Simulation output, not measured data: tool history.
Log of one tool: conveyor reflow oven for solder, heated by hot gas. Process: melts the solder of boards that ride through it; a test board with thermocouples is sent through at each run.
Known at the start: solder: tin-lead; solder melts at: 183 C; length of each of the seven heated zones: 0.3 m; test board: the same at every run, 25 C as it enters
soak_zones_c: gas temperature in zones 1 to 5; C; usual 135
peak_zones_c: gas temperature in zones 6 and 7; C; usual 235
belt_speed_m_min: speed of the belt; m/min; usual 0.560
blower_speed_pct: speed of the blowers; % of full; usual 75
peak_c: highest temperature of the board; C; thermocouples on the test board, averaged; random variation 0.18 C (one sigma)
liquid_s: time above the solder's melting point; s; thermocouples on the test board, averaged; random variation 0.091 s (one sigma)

run,day,soak_zones_c,peak_zones_c,belt_speed_m_min,blower_speed_pct,peak_c,liquid_s
1,0.000,135,235,0.560,75,221.0,50.61
2,0.588,135,235,0.560,75,220.8,50.55
3,1.117,135,235,0.560,75,220.7,50.50
4,1.500,135,235,0.560,75,220.9,50.35
5,1.858,135,235,0.560,75,220.7,50.42
6,2.258,135,235,0.560,75,220.8,50.21
7,2.538,135,235,0.560,75,220.8,50.44
8,2.958,135,235,0.560,75,220.9,50.68
9,3.308,135,235,0.560,75,220.9,50.37
10,3.588,135,235,0.560,75,220.8,50.52
11,3.900,135,235,0.530,75,222.2,54.44
12,4.183,149,235,0.530,75,224.2,59.93
13,4.571,125,223,0.534,68,207.7,40.77
14,4.888,125,223,0.534,68,207.6,40.53
15,5.296,135,237,0.457,75,227.7,67.30
16,5.654,135,237,0.457,75,227.8,67.17
17,6.204,129,235,0.461,76,225.1,63.65
18,6.833,129,226,0.536,88,215.9,49.47
19,7.104,129,226,0.536,88,216.1,49.38
20,7.467,134,250,0.560,75,233.5,56.42
# day 8.162: flux residue cleaned out of gas plates and filters
21,8.254,134,245,0.466,71,233.6,68.36
22,8.562,138,245,0.466,87,237.4,71.56
23,8.908,129,235,0.585,75,218.4,45.33
24,9.304,144,229,0.545,68,215.8,51.39

Forecast each of these 4 alternatives for the next run:
A,9.692,135,235,0.645,75,?,?
B,9.692,144,231,0.545,68,?,?
C,9.692,144,229,0.559,68,?,?
D,9.692,135,230,0.504,75,?,?

run,peak_c,liquid_s
A,216.2,40.74
B,217.3,52.37
C,215.2,49.40
D,219.3,55.98
Without the tool's hidden state the same runs would have given:
run,peak_c,liquid_s
A,216.1,39.99
B,217.2,51.42
C,215.1,48.49
D,219.2,55.00
